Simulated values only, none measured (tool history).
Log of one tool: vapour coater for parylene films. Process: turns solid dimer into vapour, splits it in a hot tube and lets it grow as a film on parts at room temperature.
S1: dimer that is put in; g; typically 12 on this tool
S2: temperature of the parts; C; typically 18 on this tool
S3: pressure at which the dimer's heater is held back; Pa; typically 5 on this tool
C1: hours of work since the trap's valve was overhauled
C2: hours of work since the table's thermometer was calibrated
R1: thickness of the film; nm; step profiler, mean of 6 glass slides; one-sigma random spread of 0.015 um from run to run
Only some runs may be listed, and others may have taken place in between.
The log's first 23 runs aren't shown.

| run | hour | S1 | S2 | S3 | C1 | C2 | R1 |
|---|---|---|---|---|---|---|---|
| 24 | 485.5 | 19 | 22 | 6.56 | 412 | 355 | 2510 |
| 25 | 507.2 | 8 | 12 | 5 | 426 | 369 | 1750 |
| 26 | 523.5 | 12 | 11 | 10.85 | 436 | 380 | 2380 |
| 27 | 537.7 | 11 | 18 | 3.24 | 446 | 389 | 1990 |
| 28 | 552.7 | 13 | 16 | 7.03 | 456 | 399 | 2210 |
| 29 | 566.1 | 5 | 25 | 2.25 | 464 | 407 | 700 |
| 30 | 583.2 | 20 | 19 | 2.55 | 475 | 419 | 3660 |
| 31 | 611.8 | 12 | 30 | 10.45 | 494 | 437 | 1010 |
| 32 | 633.5 | 8 | 30 | 10.45 | 508 | 451 | 660 |
| 33 | 650.6 | 12 | 25 | 3.78 | 519 | 463 | 1560 |
| 34 | 677.4 | 10 | 13 | 3.01 | 537 | 480 | 2310 |
| 35 | 698.1 | 18 | 13 | 2.56 | 550 | 494 | 4290 |
| 36 | 722.3 | 18 | 13 | 2.56 | 566 | 509 | 4280 |

Each row is a separate what-if for the run after 36, all from the same tool condition, not one after another. Results?
| A | 737.8 | 6 | 21 | 2.56 | 576 | 519 | ? |
| B | 737.8 | 20 | 13 | 5 | 576 | 519 | ? |
| C | 737.8 | 9 | 18 | 5 | 576 | 519 | ? |

| run | R1 |
|---|---|
| A | 980 |
| B | 4180 |
| C | 1520 |
Take away the tool's hidden state, keep each run's random variation, and the runs would have read:
| run | R1 |
|---|---|
| A | 990 |
| B | 4190 |
| C | 1520 |
